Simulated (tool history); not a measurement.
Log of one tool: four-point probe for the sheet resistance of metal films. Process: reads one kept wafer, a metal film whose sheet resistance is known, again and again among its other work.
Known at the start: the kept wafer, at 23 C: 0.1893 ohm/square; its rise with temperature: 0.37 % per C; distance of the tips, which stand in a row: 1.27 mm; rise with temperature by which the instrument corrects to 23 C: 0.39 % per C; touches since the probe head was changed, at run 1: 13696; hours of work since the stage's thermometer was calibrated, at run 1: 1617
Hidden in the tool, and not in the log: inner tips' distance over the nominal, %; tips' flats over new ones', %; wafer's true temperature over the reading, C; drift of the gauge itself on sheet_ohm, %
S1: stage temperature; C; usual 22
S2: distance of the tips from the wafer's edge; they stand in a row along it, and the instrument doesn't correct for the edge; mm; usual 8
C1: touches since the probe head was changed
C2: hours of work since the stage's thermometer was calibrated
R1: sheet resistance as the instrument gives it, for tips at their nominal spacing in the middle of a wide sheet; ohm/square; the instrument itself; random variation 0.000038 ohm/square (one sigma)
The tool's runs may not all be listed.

Run 1, hour 0.0: usual settings; C1 13696; C2 1617. Result: R1 0.191541 ohm/square.
Run 2, hour 13.2: usual settings; C1 14174; C2 1623. Result: R1 0.191485 ohm/square.
Run 3, hour 28.5: usual settings; C1 14730; C2 1631. Result: R1 0.191478 ohm/square.
Run 4, hour 44.2: usual settings; C1 15299; C2 1639. Result: R1 0.191495 ohm/square.
Run 5, hour 60.0: usual settings; C1 15869; C2 1647. Result: R1 0.191546 ohm/square.
Run 6, hour 71.1: usual settings; C1 16273; C2 1653. Result: R1 0.191491 ohm/square.
Run 7, hour 81.5: usual settings; C1 16650; C2 1658. Result: R1 0.191460 ohm/square.
Run 8, hour 98.3: usual settings; C1 17260; C2 1667. Result: R1 0.191450 ohm/square.
Run 9, hour 112.5: usual settings but S1 29 C; C1 17775; C2 1674. Result: R1 0.191305 ohm/square.
Run 10, hour 136.4: usual settings but S2 11 mm; C1 18638; C2 1686. Result: R1 0.190214 ohm/square.
Run 11, hour 154.5: usual settings but S2 11 mm; C1 19294; C2 1695. Result: R1 0.190234 ohm/square.
Run 12, hour 177.7: usual settings but S2 6 mm; C1 20137; C2 1707. Result: R1 0.193290 ohm/square.
Run 13, hour 190.1: usual settings but S2 6 mm; C1 20587; C2 1713. Result: R1 0.193331 ohm/square.
Run 14, hour 200.8: usual settings but S2 51 mm; C1 20974; C2 1719. Result: R1 0.188939 ohm/square.
Run 15, hour 218.3: usual settings but S2 5 mm; C1 21606; C2 1728. Result: R1 0.195251 ohm/square.
Run 16, hour 240.6: usual settings but S2 56 mm; C1 22414; C2 1739. Result: R1 0.188948 ohm/square.
Run 17, hour 251.0: usual settings but S2 56 mm; C1 22792; C2 1744. Result: R1 0.188952 ohm/square.
Run 18, hour 272.5: usual settings; C1 23571; C2 1755. Result: R1 0.191433 ohm/square.
Run 19, hour 296.4: usual settings; C1 24437; C2 1768. Result: R1 0.191369 ohm/square.
Run 20, hour 319.8: usual settings; C1 25287; C2 1779. Result: R1 0.191366 ohm/square.
Run 21, hour 343.8: usual settings but S2 15 mm; C1 26157; C2 1792. Result: R1 0.189632 ohm/square.
Run 22, hour 358.3: usual settings but S2 15 mm; C1 26683; C2 1799. Result: R1 0.189505 ohm/square.
Run 23, hour 369.4: usual settings but S1 24 C; C1 27083; C2 1805. Result: R1 0.191310 ohm/square.
Run 24, hour 393.3: usual settings but S1 19 C, S2 32 mm; C1 27949; C2 1817. Result: R1 0.189065 ohm/square.
Run 25, hour 406.2: usual settings but S1 19 C, S2 32 mm; C1 28417; C2 1823. Result: R1 0.189132 ohm/square.
Run 26, hour 430.0: usual settings but S1 33 C, S2 31 mm; C1 29282; C2 1836. Result: R1 0.188670 ohm/square.
Run 27, hour 445.7: usual settings but S1 26 C, S2 38 mm; C1 29850; C2 1844. Result: R1 0.188826 ohm/square.
Run 28, hour 457.3: usual settings but S1 26 C, S2 11 mm; C1 30268; C2 1850. Result: R1 0.190020 ohm/square.
Run 29, hour 478.9: usual settings but S1 26 C, S2 11 mm; C1 31052; C2 1861. Result: R1 0.190039 ohm/square.
Run 30, hour 497.1: usual settings but S1 26 C, S2 11 mm; C1 31713; C2 1870. Result: R1 0.190016 ohm/square.
Run 31, hour 507.5: usual settings but S1 23 C, S2 12 mm; C1 32090; C2 1875. Result: R1 0.189879 ohm/square.
Run 32, hour 519.0: usual settings but S1 19 C, S2 4 mm; C1 32505; C2 1881. Result: R1 0.198532 ohm/square.
Run 33, hour 535.7: usual settings but S1 19 C, S2 4 mm; C1 33110; C2 1889. Result: R1 0.198546 ohm/square.
Run 34, hour 558.7: usual settings but S1 19 C, S2 3 mm; C1 33944; C2 1901. Result: R1 0.205270 ohm/square.
Run 35, hour 580.5: usual settings but S1 20 C, S2 30 mm; C1 34735; C2 1912. Result: R1 0.188971 ohm/square.
Run 36, hour 591.8: usual settings but S1 27 C; C1 35144; C2 1918. Result: R1 0.191148 ohm/square.
Run 37, hour 609.3: usual settings but S1 27 C; C1 35779; C2 1927. Result: R1 0.191090 ohm/square.
Run 38, hour 629.2: usual settings but S1 19 C, S2 39 mm; C1 36501; C2 1937. Result: R1 0.188937 ohm/square.
Run 39, hour 648.3: usual settings but S1 19 C, S2 9 mm; C1 37191; C2 1947. Result: R1 0.190804 ohm/square.
Run 40, hour 672.3: usual settings but S1 24 C, S2 66 mm; C1 38064; C2 1959. Result: R1 0.188675 ohm/square.
Run 41, hour 692.3: usual settings but S1 35 C, S2 7 mm; C1 38787; C2 1969. Result: R1 0.191589 ohm/square.
Run 42, hour 714.8: usual settings but S2 5 mm; C1 39602; C2 1981. Result: R1 0.195071 ohm/square.
Run 43, hour 732.5: usual settings but S1 34 C, S2 38 mm; C1 40246; C2 1990. Result: R1 0.188461 ohm/square.
Run 44, hour 743.0: usual settings but S1 34 C, S2 38 mm; C1 40625; C2 1995. Result: R1 0.188470 ohm/square.
Run 45, hour 754.2: usual settings but S1 24 C, S2 42 mm; C1 41030; C2 2001. Result: R1 0.188771 ohm/square.

Hidden state or all else? Some run-to-run changes of R1, split into what the settings, what came in and random variation would give without the hidden state, and what is left for the hidden state (with any gauge scatter that isn't in both results):
Run 31 -> 32: S1 23 -> 19, S2 12 -> 4. R1 +0.008653 ohm/square: hidden state -0.000034, all else +0.008687.
Run 33 -> 34: S2 4 -> 3. R1 +0.006724 ohm/square: hidden state -0.000029, all else +0.006753.
Run 34 -> 35: S1 19 -> 20, S2 3 -> 30. R1 -0.016299 ohm/square: hidden state +0.000041, all else -0.016340.
Run 41 -> 42: S1 35 -> 22, S2 7 -> 5. R1 +0.003482 ohm/square: hidden state -0.000034, all else +0.003516.
